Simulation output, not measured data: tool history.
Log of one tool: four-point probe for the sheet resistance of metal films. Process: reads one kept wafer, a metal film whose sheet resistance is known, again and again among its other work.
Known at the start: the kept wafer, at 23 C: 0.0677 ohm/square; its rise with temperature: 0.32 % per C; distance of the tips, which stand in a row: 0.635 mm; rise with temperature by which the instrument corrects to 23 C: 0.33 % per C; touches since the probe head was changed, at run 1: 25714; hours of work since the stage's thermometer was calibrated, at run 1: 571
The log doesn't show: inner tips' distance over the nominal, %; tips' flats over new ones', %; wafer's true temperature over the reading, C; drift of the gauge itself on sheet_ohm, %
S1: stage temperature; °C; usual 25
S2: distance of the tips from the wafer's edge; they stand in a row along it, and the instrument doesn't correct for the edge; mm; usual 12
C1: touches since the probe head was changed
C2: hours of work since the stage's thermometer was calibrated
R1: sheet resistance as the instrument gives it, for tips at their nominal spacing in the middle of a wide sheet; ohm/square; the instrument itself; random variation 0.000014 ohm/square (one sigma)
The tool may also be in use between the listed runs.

Run 1, day 0.000: usual settings; C1 25714; C2 571. Result: R1 0.068027 ohm/square.
Run 2, day 1.429: usual settings but S1 20 °C; C1 26093; C2 589. Result: R1 0.068046 ohm/square.
Run 3, day 3.108: usual settings but S1 20 °C, S2 35 mm; C1 26538; C2 611. Result: R1 0.067959 ohm/square.
Run 4, day 5.654: usual settings; C1 27213; C2 643. Result: R1 0.068006 ohm/square.
Run 5, day 7.325: usual settings; C1 27657; C2 664. Result: R1 0.067989 ohm/square.
Run 6, day 9.058: usual settings; C1 28117; C2 686. Result: R1 0.068025 ohm/square.
Run 7, day 11.708: usual settings but S1 22 °C; C1 28820; C2 720. Result: R1 0.068013 ohm/square.
Run 8, day 13.183: usual settings but S1 22 °C; C1 29210; C2 739. Result: R1 0.068020 ohm/square.
Run 9, day 15.921: usual settings but S1 34 °C, S2 5 mm; C1 29937; C2 773. Result: R1 0.068463 ohm/square.
Run 10, day 17.558: usual settings but S1 34 °C, S2 64 mm; C1 30372; C2 794. Result: R1 0.067879 ohm/square.
Run 11, day 19.362: usual settings but S1 20 °C, S2 44 mm; C1 30850; C2 817. Result: R1 0.067927 ohm/square.

Forecast each of these 5 alternatives for the next run:
Run A, day 21.512: usual settings but S1 27 °C, S2 8 mm; C1 31420; C2 844. Result: R1 ?.
Run B, day 21.512: usual settings but S1 24 °C, S2 14 mm; C1 31420; C2 844. Result: R1 ?.
Run C, day 21.512: usual settings but S1 29 °C; C1 31420; C2 844. Result: R1 ?.
Run D, day 21.512: usual settings but S1 24 °C; C1 31420; C2 844. Result: R1 ?.
Run E, day 21.512: usual settings but S1 31 °C; C1 31420; C2 844. Result: R1 ?.

run        R1
  A  0.068119
  B  0.067973
  C  0.068008
  D  0.068032
  E  0.067974
Without the tool's hidden state the same runs would have given:
run        R1
  A  0.067903
  B  0.067758
  C  0.067793
  D  0.067817
  E  0.067759
